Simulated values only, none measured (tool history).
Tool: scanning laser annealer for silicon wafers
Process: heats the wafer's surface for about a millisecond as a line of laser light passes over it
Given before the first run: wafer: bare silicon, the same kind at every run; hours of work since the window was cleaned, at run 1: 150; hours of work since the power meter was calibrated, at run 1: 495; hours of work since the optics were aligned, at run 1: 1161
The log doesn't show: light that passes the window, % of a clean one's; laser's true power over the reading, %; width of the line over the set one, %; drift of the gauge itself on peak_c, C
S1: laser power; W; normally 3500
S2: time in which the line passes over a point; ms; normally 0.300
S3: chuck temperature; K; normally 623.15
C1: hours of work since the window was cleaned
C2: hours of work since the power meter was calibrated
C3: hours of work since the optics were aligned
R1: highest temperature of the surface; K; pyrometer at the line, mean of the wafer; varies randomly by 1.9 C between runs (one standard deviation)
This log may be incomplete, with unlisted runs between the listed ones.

run   hour    S1     S2      S3   C1   C2    C3       R1
  1    0.0  3500  0.300  623.15  150  495  1161  1419.15
  2   50.0  3500  0.300  623.15  184  528  1195  1420.15
  3   94.8  3500  0.300  623.15  213  557  1224  1421.15
  4  160.9  3500  0.300  623.15  257  601  1268  1414.15
     171.2  -- optics aligned, line set to its width
  5  230.9  3500  0.372  623.15  300  644    40  1514.15
  6  290.6  3500  0.370  623.15  340  684    79  1507.15
  7  344.9  3500  0.300  623.15  375  720   115  1404.15
  8  380.7  3500  0.300  623.15  399  743   139  1404.15
  9  410.5  3500  0.300  651.15  419  763   158  1430.15
 10  451.2  3382  0.268  623.15  446  790   185  1323.15
 11  519.9  3382  0.268  623.15  491  835   231  1322.15
 12  552.0  3500  0.308  639.15  513  857   252  1423.15
     572.2  -- optics aligned, line set to its width, once more
 13  586.7  3505  0.308  639.15  532  876    10  1448.15
 14  646.8  3500  0.300  608.15  572  916    49  1401.15
 15  694.3  3500  0.297  608.15  604  948    81  1397.15

Forecast each of these 5 alternatives for the next run:
  A  754.4  3811  0.332  621.15  643  987  121   ?
  B  754.4  3092  0.297  650.15  643  987  121   ?
  C  754.4  3500  0.305  648.15  643  987  121   ?
  D  754.4  2996  0.297  614.15  643  987  121   ?
  E  754.4  3274  0.300  602.15  643  987  121   ?

run       R1
  A  1539.15
  B  1347.15
  C  1446.15
  D  1291.15
  E  1344.15
The same runs, with their run-to-run variation unchanged, on a tool lacking any hidden condition would have given:
run       R1
  A  1566.15
  B  1367.15
  C  1470.15
  D  1311.15
  E  1366.15
